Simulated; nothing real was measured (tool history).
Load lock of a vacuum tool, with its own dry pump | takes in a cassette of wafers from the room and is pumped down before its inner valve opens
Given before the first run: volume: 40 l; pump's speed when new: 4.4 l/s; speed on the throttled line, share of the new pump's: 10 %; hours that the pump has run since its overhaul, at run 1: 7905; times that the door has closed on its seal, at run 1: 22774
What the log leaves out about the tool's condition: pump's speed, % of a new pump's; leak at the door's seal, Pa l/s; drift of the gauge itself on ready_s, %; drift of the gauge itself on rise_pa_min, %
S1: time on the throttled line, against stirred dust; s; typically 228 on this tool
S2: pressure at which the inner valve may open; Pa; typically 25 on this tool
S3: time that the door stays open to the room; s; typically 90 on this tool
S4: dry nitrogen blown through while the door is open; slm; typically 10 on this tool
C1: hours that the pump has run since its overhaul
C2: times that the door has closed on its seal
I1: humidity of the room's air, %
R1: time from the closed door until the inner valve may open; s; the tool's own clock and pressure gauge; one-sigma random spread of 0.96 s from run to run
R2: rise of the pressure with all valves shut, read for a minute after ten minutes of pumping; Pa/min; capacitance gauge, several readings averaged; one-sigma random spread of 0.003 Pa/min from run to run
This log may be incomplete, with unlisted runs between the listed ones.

Run 1, hour 0: usual settings; C1 7905; C2 22774; I1 44.8. Result: R1 288.9 s, R2 0.205 Pa/min.
Run 2, hour 243.3: usual settings; C1 8149; C2 23326; I1 43.1. Result: R1 292.9 s, R2 0.218 Pa/min.
Run 3, hour 406.5: usual settings; C1 8312; C2 23697; I1 44.3. Result: R1 290.4 s, R2 0.218 Pa/min.
Run 4, hour 619.6: usual settings; C1 8525; C2 24181; I1 43. Result: R1 289.9 s, R2 0.216 Pa/min.
Run 5, hour 800.4: usual settings; C1 8706; C2 24592; I1 43.1. Result: R1 291.4 s, R2 0.22 Pa/min.
Run 6, hour 919.8: usual settings but S1 355 s, S3 214 s; C1 8825; C2 24863; I1 44.2. Result: R1 403.3 s, R2 0.269 Pa/min.
Run 7, hour 1086.5: usual settings but S1 226 s, S3 131 s, S4 43 slm; C1 8992; C2 25242; I1 47.8. Result: R1 290.2 s, R2 0.218 Pa/min.
Run 8, hour 1318.9: usual settings but S2 34 Pa, S3 35 s; C1 9224; C2 25770; I1 44.3. Result: R1 289.3 s, R2 0.215 Pa/min.
Run 9, hour 1553.5: usual settings but S2 34 Pa, S3 35 s; C1 9459; C2 26303; I1 42.8. Result: R1 287.8 s, R2 0.221 Pa/min.
Run 10, hour 1766.6: usual settings but S1 169 s, S2 24 Pa, S3 36 s, S4 43 slm; C1 9672; C2 26787; I1 46.4. Result: R1 240.9 s, R2 0.226 Pa/min.

Each row is a separate what-if for the run after 10, all from the same tool condition, not one after another. Results?
Run A, hour 1943.2: usual settings but S4 8 slm; C1 9848; C2 27188; I1 47.4. Result: R1 ?, R2 ?.
Run B, hour 1943.2: usual settings but S1 362 s, S2 19 Pa, S3 195 s, S4 43 slm; C1 9848; C2 27188; I1 50.2. Result: R1 ?, R2 ?.
Run C, hour 1943.2: usual settings but S1 184 s, S2 20 Pa, S3 36 s, S4 18 slm; C1 9848; C2 27188; I1 48.3. Result: R1 ?, R2 ?.
Run D, hour 1943.2: usual settings but S1 355 s, S2 24 Pa, S3 36 s, S4 11 slm; C1 9848; C2 27188; I1 45.1. Result: R1 ?, R2 ?.
Run E, hour 1943.2: usual settings but S1 242 s, S2 38 Pa, S3 31 s, S4 43 slm; C1 9848; C2 27188; I1 46.9. Result: R1 ?, R2 ?.

run     R1     R2
  A  293.8  0.256
  B  416.3   0.26
  C  258.7  0.228
  D  405.3  0.237
  E  299.9  0.225
Without the tool's unlogged condition, the same runs would have read:
run     R1     R2
  A  283.2  0.047
  B  407.7   0.05
  C  246.5   0.02
  D    397  0.028
  E  290.4  0.019
